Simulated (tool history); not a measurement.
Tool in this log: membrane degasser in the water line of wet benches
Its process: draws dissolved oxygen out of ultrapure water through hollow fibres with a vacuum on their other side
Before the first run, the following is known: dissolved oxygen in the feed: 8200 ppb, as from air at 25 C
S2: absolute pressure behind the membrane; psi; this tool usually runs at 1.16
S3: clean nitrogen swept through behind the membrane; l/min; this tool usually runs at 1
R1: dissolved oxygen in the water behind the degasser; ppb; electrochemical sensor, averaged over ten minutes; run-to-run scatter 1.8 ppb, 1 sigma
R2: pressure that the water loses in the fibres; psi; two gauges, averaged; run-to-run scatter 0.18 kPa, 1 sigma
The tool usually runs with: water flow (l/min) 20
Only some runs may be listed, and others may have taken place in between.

Run 1, hour 0: usual settings. Result: R1 211.7 ppb, R2 4.91 psi.
Run 2, hour 93.9: usual settings but S2 1.485 psi. Result: R1 309.1 ppb, R2 4.923 psi.
Run 3, hour 187.5: usual settings. Result: R1 212.9 ppb, R2 4.878 psi.
Run 4, hour 290.8: usual settings. Result: R1 214.7 ppb, R2 4.908 psi.
Run 5, hour 352.2: usual settings but S3 1.32 l/min. Result: R1 168.1 ppb, R2 4.901 psi.
Run 6, hour 395.8: usual settings but S3 1.32 l/min. Result: R1 170.2 ppb, R2 4.849 psi.
Run 7, hour 459.3: usual settings but S3 1.32 l/min. Result: R1 169.3 ppb, R2 4.886 psi.
Run 8, hour 542.7: usual settings but water flow (l/min) 30. Result: R1 321.8 ppb, R2 7.311 psi.
Run 9, hour 592.7: usual settings but water flow (l/min) 30. Result: R1 319.6 ppb, R2 7.358 psi.
Run 10, hour 661.8: usual settings but S3 0.41 l/min. Result: R1 437 ppb, R2 4.907 psi.
Run 11, hour 740.1: usual settings but water flow (l/min) 28. Result: R1 303.3 ppb, R2 6.87 psi.
Run 12, hour 842.3: usual settings but water flow (l/min) 28. Result: R1 302.6 ppb, R2 6.894 psi.
Run 13, hour 910.2: usual settings but S2 2.395 psi. Result: R1 567.8 ppb, R2 4.939 psi.
Run 14, hour 968.3: usual settings but S2 2.395 psi. Result: R1 557.6 ppb, R2 4.878 psi.
Run 15, hour 1073.4: usual settings but S2 2.395 psi. Result: R1 567.2 ppb, R2 4.908 psi.
Run 16, hour 1175.1: usual settings but S3 1.11 l/min. Result: R1 194.8 ppb, R2 4.936 psi.
Run 17, hour 1276.1: usual settings but S2 0.772 psi, S3 2.7 l/min. Result: R1 42 ppb, R2 4.866 psi.
Run 18, hour 1361.5: usual settings but S2 0.772 psi, S3 0.48 l/min. Result: R1 176.2 ppb, R2 4.962 psi.
Run 19, hour 1452: usual settings but S2 0.973 psi, S3 1.23 l/min. Result: R1 131.6 ppb, R2 4.872 psi.
Run 20, hour 1508.9: usual settings but S2 0.973 psi, S3 1.23 l/min. Result: R1 130.4 ppb, R2 4.918 psi.
Run 21, hour 1558.2: usual settings but water flow (l/min) 17, S2 2.129 psi, S3 2.11 l/min. Result: R1 218.7 ppb, R2 4.144 psi.
Run 22, hour 1645.5: usual settings but water flow (l/min) 31, S2 2.341 psi. Result: R1 805.1 ppb, R2 7.603 psi.
Run 23, hour 1734.1: usual settings but water flow (l/min) 25, S2 1.71 psi. Result: R1 458.7 ppb, R2 6.115 psi.
At hour 1775.5: vacuum gauge calibrated.
Run 24, hour 1780.9: usual settings but water flow (l/min) 19, S2 2.685 psi, S3 1.8 l/min. Result: R1 369.6 ppb, R2 4.677 psi.
Run 25, hour 1866.9: usual settings but water flow (l/min) 17, S2 2.685 psi, S3 1.8 l/min. Result: R1 332.4 ppb, R2 4.183 psi.
Run 26, hour 1925.7: usual settings but water flow (l/min) 26, S2 1.74 psi, S3 0.46 l/min. Result: R1 859.6 ppb, R2 6.363 psi.
Run 27, hour 2033.5: usual settings but water flow (l/min) 26, S2 1.74 psi, S3 0.46 l/min. Result: R1 860.8 ppb, R2 6.401 psi.
Run 28, hour 2082.5: usual settings but water flow (l/min) 26, S2 1.74 psi, S3 0.46 l/min. Result: R1 865 ppb, R2 6.357 psi.
Run 29, hour 2150.5: usual settings but water flow (l/min) 23, S2 1.74 psi, S3 0.6 l/min. Result: R1 639.6 ppb, R2 5.638 psi.
Run 30, hour 2210.1: usual settings but water flow (l/min) 22, S2 1.822 psi, S3 0.84 l/min. Result: R1 500.7 ppb, R2 5.403 psi.
Run 31, hour 2260.1: usual settings but water flow (l/min) 22, S2 0.867 psi, S3 2.48 l/min. Result: R1 65.1 ppb, R2 5.411 psi.

Forecast each of these 3 alternatives for the next run:
Run A, hour 2366.4: usual settings but water flow (l/min) 14, S2 0.944 psi, S3 2.94 l/min. Result: R1 ?, R2 ?.
Run B, hour 2366.4: usual settings but water flow (l/min) 24, S3 1.01 l/min. Result: R1 ?, R2 ?.
Run C, hour 2366.4: usual settings but water flow (l/min) 17, S2 1.606 psi, S3 1.21 l/min. Result: R1 ?, R2 ?.

run     R1     R2
  A     39  3.439
  B  253.1  5.897
  C  250.6  4.174
What these runs would have given with no unlogged condition in the tool:
run     R1     R2
  A     39  3.437
  B    253  5.894
  C  250.4  4.171
